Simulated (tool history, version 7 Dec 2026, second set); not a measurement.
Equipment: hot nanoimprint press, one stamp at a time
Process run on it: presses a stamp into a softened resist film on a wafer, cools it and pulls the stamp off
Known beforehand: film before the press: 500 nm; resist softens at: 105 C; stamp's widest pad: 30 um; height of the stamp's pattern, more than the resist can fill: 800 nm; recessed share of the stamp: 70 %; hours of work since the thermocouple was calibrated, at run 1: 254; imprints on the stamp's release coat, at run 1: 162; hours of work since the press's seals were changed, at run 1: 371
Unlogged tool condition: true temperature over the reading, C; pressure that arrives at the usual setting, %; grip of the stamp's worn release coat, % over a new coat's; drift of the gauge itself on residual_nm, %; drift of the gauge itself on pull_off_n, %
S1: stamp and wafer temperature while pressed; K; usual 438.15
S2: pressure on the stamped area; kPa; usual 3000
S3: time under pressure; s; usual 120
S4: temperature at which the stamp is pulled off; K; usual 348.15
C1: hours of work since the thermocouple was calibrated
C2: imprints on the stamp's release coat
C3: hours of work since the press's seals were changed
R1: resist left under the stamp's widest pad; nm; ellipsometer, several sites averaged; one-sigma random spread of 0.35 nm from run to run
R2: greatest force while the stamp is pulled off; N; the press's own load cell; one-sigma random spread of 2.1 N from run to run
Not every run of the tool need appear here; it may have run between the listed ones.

run	hour	S1	S2	S3	S4	C1	C2	C3	R1	R2
1	0.0	438.15	3000	120	348.15	254	162	371	199.2	93
2	26.3	438.15	3000	120	348.15	267	254	385	198.9	96
# hour 33.5: plate thermocouple calibrated
3	49.5	438.15	3000	120	348.15	8	324	396	196.8	94
4	63.5	438.15	3000	120	348.15	16	373	403	197.2	101
5	77.1	438.15	3000	120	348.15	23	420	410	196.0	103
6	91.3	444.15	3000	120	348.15	30	470	418	141.7	104
7	114.8	444.15	3000	184	348.15	43	552	430	119.3	104
8	137.8	444.15	3000	184	348.15	55	632	442	118.7	107
9	151.2	444.15	3000	184	348.15	62	679	449	118.5	111
# hour 160.1: plate thermocouple calibrated, once more
10	179.6	444.15	3000	184	348.15	10	767	462	124.2	112
11	202.6	438.15	3000	120	348.15	22	847	474	203.8	112
12	216.4	438.15	3000	120	348.15	29	895	482	204.7	118
13	235.1	438.15	3000	120	348.15	39	961	491	204.4	121
14	250.7	438.15	3000	120	348.15	47	1015	499	204.1	118
15	266.3	438.15	3000	120	348.15	56	1069	508	203.8	114
16	295.4	438.15	3000	120	350.15	71	1171	523	203.2	116
17	324.6	438.15	4440	101	342.15	86	1272	538	178.5	148
18	340.3	438.15	4440	101	342.15	94	1327	546	177.9	151
19	367.9	438.15	4440	101	342.15	109	1423	561	178.3	150
20	392.3	433.15	2400	75	344.15	122	1508	574	332.6	153
21	419.2	428.15	3000	197	352.15	136	1602	588	291.2	123
22	446.2	439.15	2860	181	340.15	150	1696	602	167.7	169
23	466.3	439.15	2860	181	340.15	160	1766	612	167.3	175
24	490.3	438.15	2860	181	341.15	173	1850	625	176.6	179
25	506.9	438.15	2050	70	344.15	182	1907	634	289.3	161
26	536.8	446.15	4180	70	340.15	197	2012	649	137.3	186
27	562.3	439.15	3000	76	339.15	211	2100	663	226.6	199
# hour 587.8: stamp cleaned and given a new release coat
28	596.6	448.15	3510	120	334.15	225	31	677	108.1	129
29	618.4	448.15	1970	165	334.15	237	107	689	129.5	126

What if the next run were any one of these 5? Each begins from the tool's condition after run 29:
A	636.6	432.15	1970	165	336.15	246	170	698	?	?
B	636.6	438.15	3450	206	348.15	246	170	698	?	?
C	636.6	428.15	3310	165	335.15	246	170	698	?	?
D	636.6	448.15	3280	82	339.15	246	170	698	?	?
E	636.6	448.15	1970	165	351.15	246	170	698	?	?

run	R1	R2
A	296.8	125
B	151.8	93
C	293.5	132
D	131.3	116
E	130.0	86
What these runs would have given with no unlogged condition in the tool:
run	R1	R2
A	300.7	120
B	152.8	89
C	296.0	127
D	131.9	112
E	131.6	83
